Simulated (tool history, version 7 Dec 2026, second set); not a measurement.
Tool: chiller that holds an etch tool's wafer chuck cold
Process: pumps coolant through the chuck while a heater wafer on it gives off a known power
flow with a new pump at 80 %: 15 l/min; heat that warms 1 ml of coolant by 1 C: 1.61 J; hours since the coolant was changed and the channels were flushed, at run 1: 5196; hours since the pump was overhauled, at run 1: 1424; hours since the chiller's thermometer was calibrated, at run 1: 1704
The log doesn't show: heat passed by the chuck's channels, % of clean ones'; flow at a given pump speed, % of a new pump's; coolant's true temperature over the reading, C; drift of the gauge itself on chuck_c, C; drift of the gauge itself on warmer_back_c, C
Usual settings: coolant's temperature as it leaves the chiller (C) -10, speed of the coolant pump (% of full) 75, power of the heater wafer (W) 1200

run	hour	coolant's temperature as it leaves the chiller (C)	speed of the coolant pump (% of full)	power of the heater wafer (W)	hours since the coolant was changed and the channels were flushed	hours since the pump was overhauled	hours since the chiller's thermometer was calibrated	chuck's temperature once it has settled (C)	how much warmer the coolant comes back (C)
1	0.0	-10	75	1200	5196	1424	1704	5.8	3.26
2	61.9	-10	75	1200	5258	1486	1766	6.0	3.27
3	136.2	-10	75	1200	5332	1561	1840	6.1	3.36
4	208.8	-10	75	1200	5405	1633	1912	6.1	3.24
5	263.1	-10	75	1200	5459	1687	1967	6.2	3.34
6	366.4	-8	75	1200	5562	1791	2070	8.0	3.27
7	432.0	-8	75	1200	5628	1856	2136	8.3	3.31
8	520.7	-4	75	1200	5716	1945	2224	12.3	3.29
9	565.2	-4	75	1200	5761	1990	2269	12.2	3.31
10	659.4	-4	75	1200	5855	2084	2363	12.5	3.32
11	757.3	-4	75	1200	5953	2182	2461	12.6	3.32
12	835.7	-10	73	1200	6031	2260	2539	7.0	3.43
13	928.2	-10	73	1200	6124	2352	2632	6.8	3.48
14	1017.8	-10	73	1200	6214	2442	2722	7.2	3.44
15	1110.2	-10	75	1200	6306	2535	2814	6.9	3.34
16	1207.0	-10	75	1200	6403	2631	2911	7.0	3.35
# hour 1295.8: coolant changed, channels flushed
17	1304.7	-10	75	1200	9	2723	3002	3.4	3.38
18	1358.8	-10	95	1205	63	2777	3056	1.2	2.61
19	1442.3	-6	75	1031	147	2861	3140	5.5	2.94
20	1491.4	-15	75	1667	196	2910	3189	3.8	4.70
21	1565.4	-1	75	1200	270	2984	3263	12.5	3.44
22	1640.6	-1	75	1200	345	3059	3338	12.7	3.41
23	1726.3	-10	61	1200	430	3145	3424	5.9	4.16
24	1822.9	-10	61	1200	527	3241	3521	6.0	4.25
25	1911.5	0	75	680	616	3330	3609	7.5	1.91
26	1959.7	-6	81	1200	664	3378	3657	7.1	3.14
27	2025.3	-6	81	1200	729	3444	3723	7.0	3.08
28	2089.4	-10	63	1200	794	3508	3787	5.7	4.09
29	2178.8	-17	85	1501	883	3597	3876	-1.2	3.68
30	2281.0	-17	85	1501	985	3699	3979	-1.2	3.73
31	2365.4	-3	75	1792	1070	3784	4063	18.0	5.11
32	2439.1	-13	75	1044	1143	3857	4137	-1.0	2.98

4 ways to go on from here, each from the tool as it stands after run 32. What would each give?
A	2501.4	-14	91	717	1206	3920	4199	?	?
B	2501.4	-6	81	1044	1206	3920	4199	?	?
C	2501.4	-18	83	1280	1206	3920	4199	?	?
D	2501.4	-7	71	1200	1206	3920	4199	?	?

run	chuck's temperature once it has settled (C)	how much warmer the coolant comes back (C)
A	-6.7	1.65
B	5.4	2.77
C	-4.1	3.30
D	7.8	3.65
Without the tool's hidden state the same runs would have given:
run	chuck's temperature once it has settled (C)	how much warmer the coolant comes back (C)
A	-7.1	1.53
B	4.7	2.57
C	-5.0	3.07
D	6.8	3.39
